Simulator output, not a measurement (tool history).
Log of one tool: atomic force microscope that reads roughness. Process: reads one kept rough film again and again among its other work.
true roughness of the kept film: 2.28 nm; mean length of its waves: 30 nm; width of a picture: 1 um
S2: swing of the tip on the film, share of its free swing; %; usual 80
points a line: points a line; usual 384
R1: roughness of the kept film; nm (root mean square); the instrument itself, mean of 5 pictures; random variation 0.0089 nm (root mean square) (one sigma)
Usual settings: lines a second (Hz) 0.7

run 1 hour=0 | lines_a_second_(Hz)=0.7 S2=80 points_a_line=384 | R1=1.913
run 2 hour=20.3 | lines_a_second_(Hz)=0.7 S2=80 points_a_line=384 | R1=1.834
run 3 hour=45.4 | lines_a_second_(Hz)=0.7 S2=80 points_a_line=384 | R1=1.76
run 4 hour=64.1 | lines_a_second_(Hz)=0.7 S2=80 points_a_line=384 | R1=1.692
run 5 hour=75.8 | lines_a_second_(Hz)=0.7 S2=80 points_a_line=384 | R1=1.669
run 6 hour=98.9 | lines_a_second_(Hz)=0.7 S2=65 points_a_line=384 | R1=1.647
-- hour=115.9 new tip fitted
run 7 hour=119.8 | lines_a_second_(Hz)=0.7 S2=65 points_a_line=384 | R1=2.006
run 8 hour=137.1 | lines_a_second_(Hz)=0.7 S2=80 points_a_line=384 | R1=1.935
run 9 hour=151.5 | lines_a_second_(Hz)=0.7 S2=80 points_a_line=384 | R1=1.862
run 10 hour=163.3 | lines_a_second_(Hz)=0.7 S2=77 points_a_line=384 | R1=1.828
run 11 hour=183.8 | lines_a_second_(Hz)=0.7 S2=80 points_a_line=384 | R1=1.762
run 12 hour=209.9 | lines_a_second_(Hz)=0.7 S2=80 points_a_line=384 | R1=1.697
run 13 hour=227.6 | lines_a_second_(Hz)=0.7 S2=80 points_a_line=384 | R1=1.644
run 14 hour=241.4 | lines_a_second_(Hz)=0.7 S2=80 points_a_line=384 | R1=1.627
run 15 hour=258.6 | lines_a_second_(Hz)=0.7 S2=80 points_a_line=384 | R1=1.562
-- hour=263 new tip fitted
run 16 hour=286 | lines_a_second_(Hz)=0.7 S2=80 points_a_line=384 | R1=1.921
run 17 hour=300 | lines_a_second_(Hz)=0.7 S2=80 points_a_line=384 | R1=1.87
run 18 hour=321.7 | lines_a_second_(Hz)=1.607 S2=80 points_a_line=384 | R1=1.72
run 19 hour=336.4 | lines_a_second_(Hz)=1.607 S2=66 points_a_line=384 | R1=1.762
run 20 hour=363.8 | lines_a_second_(Hz)=0.7 S2=63 points_a_line=384 | R1=1.725
run 21 hour=379.4 | lines_a_second_(Hz)=0.882 S2=60 points_a_line=729 | R1=1.683
run 22 hour=396.7 | lines_a_second_(Hz)=2.452 S2=60 points_a_line=729 | R1=1.616
-- hour=408.7 new tip fitted
run 23 hour=421.4 | lines_a_second_(Hz)=2.452 S2=60 points_a_line=729 | R1=1.949
run 24 hour=434.1 | lines_a_second_(Hz)=2.452 S2=65 points_a_line=446 | R1=1.882
run 25 hour=452.4 | lines_a_second_(Hz)=0.7 S2=80 points_a_line=384 | R1=1.842
run 26 hour=467.9 | lines_a_second_(Hz)=0.7 S2=80 points_a_line=384 | R1=1.794
run 27 hour=487.1 | lines_a_second_(Hz)=0.7 S2=80 points_a_line=384 | R1=1.733
run 28 hour=502.3 | lines_a_second_(Hz)=0.7 S2=88 points_a_line=384 | R1=1.678
run 29 hour=523.9 | lines_a_second_(Hz)=0.7 S2=88 points_a_line=384 | R1=1.612
run 30 hour=551.6 | lines_a_second_(Hz)=0.7 S2=88 points_a_line=384 | R1=1.544
-- hour=555.2 new tip fitted
run 31 hour=563.8 | lines_a_second_(Hz)=0.7 S2=88 points_a_line=384 | R1=1.926
run 32 hour=589.2 | lines_a_second_(Hz)=0.7 S2=88 points_a_line=384 | R1=1.83
run 33 hour=612.2 | lines_a_second_(Hz)=0.7 S2=88 points_a_line=384 | R1=1.75
run 34 hour=631.5 | lines_a_second_(Hz)=0.915 S2=56 points_a_line=466 | R1=1.772
run 35 hour=650.7 | lines_a_second_(Hz)=2.044 S2=62 points_a_line=459 | R1=1.689

Measured less the same run without the tool's hidden state. The same run-to-run variation is in both; the gauge's scatter may not be:
The hidden state here: radius of the tip, nm; height scale over the true one, %; drift of the gauge itself on roughness_nm, %.
run=1 R1=-0.076
run=2 R1=-0.147
run=3 R1=-0.226
run=4 R1=-0.277
run=5 R1=-0.306
run=6 R1=-0.376
run=7 R1=-0.009
run=8 R1=-0.068
run=9 R1=-0.117
run=10 R1=-0.152
run=11 R1=-0.215
run=12 R1=-0.294
run=13 R1=-0.337
run=14 R1=-0.37
run=15 R1=-0.41
run=16 R1=-0.073
run=17 R1=-0.12
run=18 R1=-0.18
run=19 R1=-0.23
run=20 R1=-0.309
run=21 R1=-0.35
run=22 R1=-0.384
run=23 R1=-0.036
run=24 R1=-0.082
run=25 R1=-0.147
run=26 R1=-0.194
run=27 R1=-0.251
run=28 R1=-0.29
run=29 R1=-0.343
run=30 R1=-0.405
run=31 R1=-0.022
run=32 R1=-0.117
run=33 R1=-0.184
run=34 R1=-0.254
run=35 R1=-0.305
